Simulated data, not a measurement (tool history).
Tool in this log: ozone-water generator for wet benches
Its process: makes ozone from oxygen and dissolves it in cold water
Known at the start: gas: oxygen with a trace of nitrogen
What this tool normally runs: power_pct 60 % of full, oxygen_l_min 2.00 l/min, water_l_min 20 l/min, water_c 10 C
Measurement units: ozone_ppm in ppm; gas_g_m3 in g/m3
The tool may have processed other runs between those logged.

run    hour  power_pct  oxygen_l_min  water_l_min  water_c  ozone_ppm  gas_g_m3
  1     0.0         60          2.00           20       10       16.5     245.0
  2   110.7         60          2.00           20       10       16.5     244.3
  3   188.7         60          2.00           20       10       16.4     244.4
  4   294.7         60          2.00           20       10       16.4     244.1
  5   422.4         60          2.00           20       10       16.4     243.7
  6   485.9         60          2.00           20       10       16.7     244.6
  7   628.9         60          2.00           20       10       16.4     245.1
  8   739.4         60          2.00           20       10       16.4     243.8
  9   845.6         60          2.00           20       10       16.5     245.9
 10   916.3         60          2.00           20       10       16.5     246.1
 11  1002.7         60          2.00           20        6       16.6     245.7
 12  1151.7         60          2.00           20        7       16.7     244.2
 13  1277.6         60          2.37           27       10       12.6     225.1
 14  1340.5         60          2.37           27       10       12.6     225.8
 15  1458.3         83          2.37           16       10       27.1     291.2
 16  1576.4         83          2.37           16       10       27.1     288.0
 17  1694.0         60          2.00           31       10       10.2     247.0
 18  1763.6         60          1.29           21        5       13.7     303.6
 19  1888.1         60          2.30           20        5       17.6     229.0
 20  2022.2         94          2.30           20        5       25.1     323.2
 21  2087.1         94          2.30           20        5       24.9     325.0
 22  2175.6         60          2.00           20        9       16.3     244.9
 23  2301.1         60          2.15           19       10       17.8     234.3
 24  2443.1         60          2.15           19       10       17.3     239.7

Branching from run 24: 5 alternative next runs. What would each branch give?
  A  2522.3         60          2.07           20        8          ?         ?
  B  2522.3         58          2.03           14       10          ?         ?
  C  2522.3         60          3.01           24       10          ?         ?
  D  2522.3         60          1.06           19       10          ?         ?
  E  2522.3         77          2.00           20       10          ?         ?

run  ozone_ppm  gas_g_m3
  A       16.8     240.6
  B       22.4     236.8
  C       15.2     199.9
  D       14.2     336.2
  E       20.0     295.9
Had the tool no hidden state, the same runs would have come out as:
run  ozone_ppm  gas_g_m3
  A       16.8     240.7
  B       22.4     237.0
  C       15.2     200.1
  D       14.2     336.4
  E       20.0     296.1

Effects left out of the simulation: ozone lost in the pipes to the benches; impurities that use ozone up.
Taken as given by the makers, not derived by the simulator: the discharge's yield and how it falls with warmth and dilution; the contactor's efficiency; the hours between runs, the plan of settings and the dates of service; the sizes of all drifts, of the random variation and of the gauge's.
